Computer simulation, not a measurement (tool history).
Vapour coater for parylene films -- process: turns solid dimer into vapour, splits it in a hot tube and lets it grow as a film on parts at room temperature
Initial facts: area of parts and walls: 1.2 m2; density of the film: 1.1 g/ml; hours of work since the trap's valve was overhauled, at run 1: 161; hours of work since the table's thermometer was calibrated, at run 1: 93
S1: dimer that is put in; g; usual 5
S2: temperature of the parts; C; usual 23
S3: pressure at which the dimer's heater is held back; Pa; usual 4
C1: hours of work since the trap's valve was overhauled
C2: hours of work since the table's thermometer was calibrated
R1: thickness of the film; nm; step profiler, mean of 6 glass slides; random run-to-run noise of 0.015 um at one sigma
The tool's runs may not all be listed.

{"run": 1, "hour": 0.0, "S1": 5, "S2": 23, "S3": 4, "C1": 161, "C2": 93, "R1": 1890}
{"run": 2, "hour": 11.9, "S1": 5, "S2": 21, "S3": 4, "C1": 168, "C2": 100, "R1": 2110}
{"run": 3, "hour": 33.7, "S1": 5, "S2": 23, "S3": 4, "C1": 181, "C2": 114, "R1": 1920}
{"run": 4, "hour": 55.1, "S1": 5, "S2": 23, "S3": 4, "C1": 195, "C2": 127, "R1": 1930}
{"run": 5, "hour": 71.0, "S1": 5, "S2": 23, "S3": 4, "C1": 204, "C2": 137, "R1": 1920}
{"run": 6, "hour": 82.9, "S1": 5, "S2": 23, "S3": 4, "C1": 212, "C2": 144, "R1": 1920}
{"run": 7, "hour": 104.3, "S1": 5, "S2": 23, "S3": 4, "C1": 225, "C2": 157, "R1": 1880}
{"run": 8, "hour": 113.3, "S1": 5, "S2": 23, "S3": 4, "C1": 230, "C2": 163, "R1": 1880}
{"run": 9, "hour": 132.1, "S1": 5, "S2": 19, "S3": 9.73, "C1": 242, "C2": 174, "R1": 2080}
{"run": 10, "hour": 141.8, "S1": 2, "S2": 17, "S3": 4.04, "C1": 248, "C2": 180, "R1": 960}
{"run": 11, "hour": 163.0, "S1": 2, "S2": 17, "S3": 4.04, "C1": 261, "C2": 193, "R1": 960}
{"run": 12, "hour": 172.1, "S1": 2, "S2": 17, "S3": 4.04, "C1": 267, "C2": 199, "R1": 950}
{"run": 13, "hour": 182.3, "S1": 6, "S2": 23, "S3": 2.54, "C1": 273, "C2": 205, "R1": 2350}
{"run": 14, "hour": 192.6, "S1": 5, "S2": 28, "S3": 9.06, "C1": 279, "C2": 212, "R1": 1410}
{"hour": 201.9, "done": "trap's valve overhauled"}
{"run": 15, "hour": 208.8, "S1": 3, "S2": 23, "S3": 4, "C1": 4, "C2": 219, "R1": 1200}

Some steps in R1 between neighbouring runs. How much of each would the tool show without its hidden state too (settings, what came in, random variation), and how much is left for the hidden state, with any gauge scatter that isn't in both results?
Hidden state at play: vapour lost through the trap's worn valve, %; true temperature of the parts over the reading, C; drift of the gauge itself on film_um, %.
Run 12 -> 13: S1 2 -> 6, S2 17 -> 23, S3 4.04 -> 2.54. R1 +1400 nm: hidden state -90, all else +1490.

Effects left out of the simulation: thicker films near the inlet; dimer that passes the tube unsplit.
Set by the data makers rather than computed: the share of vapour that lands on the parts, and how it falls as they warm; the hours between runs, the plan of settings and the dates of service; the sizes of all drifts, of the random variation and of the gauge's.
